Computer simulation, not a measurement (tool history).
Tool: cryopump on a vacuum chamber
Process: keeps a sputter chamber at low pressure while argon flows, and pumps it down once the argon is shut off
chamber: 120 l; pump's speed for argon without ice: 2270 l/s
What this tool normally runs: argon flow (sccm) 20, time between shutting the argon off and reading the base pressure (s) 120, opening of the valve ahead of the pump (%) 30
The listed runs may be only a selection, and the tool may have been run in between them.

run,hour,argon flow (sccm),time between shutting the argon off and reading the base pressure (s),opening of the valve ahead of the pump (%),pressure while argon flows (Pa),pressure after the wait (uPa)
1,0.0,20,120,30,0.0511,1.22
2,66.9,20,120,30,0.0518,1.23
3,102.3,20,120,30,0.0518,1.26
4,153.8,20,120,30,0.0517,1.30
5,209.8,20,120,30,0.0520,1.29
6,251.5,20,120,30,0.0515,1.33
7,298.8,15,34,31,0.0381,1.81
8,331.8,9,120,46,0.0159,1.33
9,371.3,28,30,34,0.0655,1.95
10,452.3,28,30,34,0.0660,1.91
11,511.5,20,175,31,0.0516,1.39
12,557.4,20,21,30,0.0536,2.33

What if the next run were any one of these 3? Each begins from the tool's condition after run 12:
# hour 609.1: pump warmed up, emptied and cooled again
A,631.1,23,120,30,?,?
# hour 609.1: pump warmed up, emptied and cooled again
B,631.1,11,120,30,?,?
# hour 609.1: pump warmed up, emptied and cooled again
C,631.1,34,106,49,?,?

run,pressure while argon flows (Pa),pressure after the wait (uPa)
A,0.0573,1.25
B,0.0277,1.30
C,0.0521,1.30
What these runs would have given with no unlogged condition in the tool:
run,pressure while argon flows (Pa),pressure after the wait (uPa)
A,0.0570,0.32
B,0.0275,0.33
C,0.0516,0.34
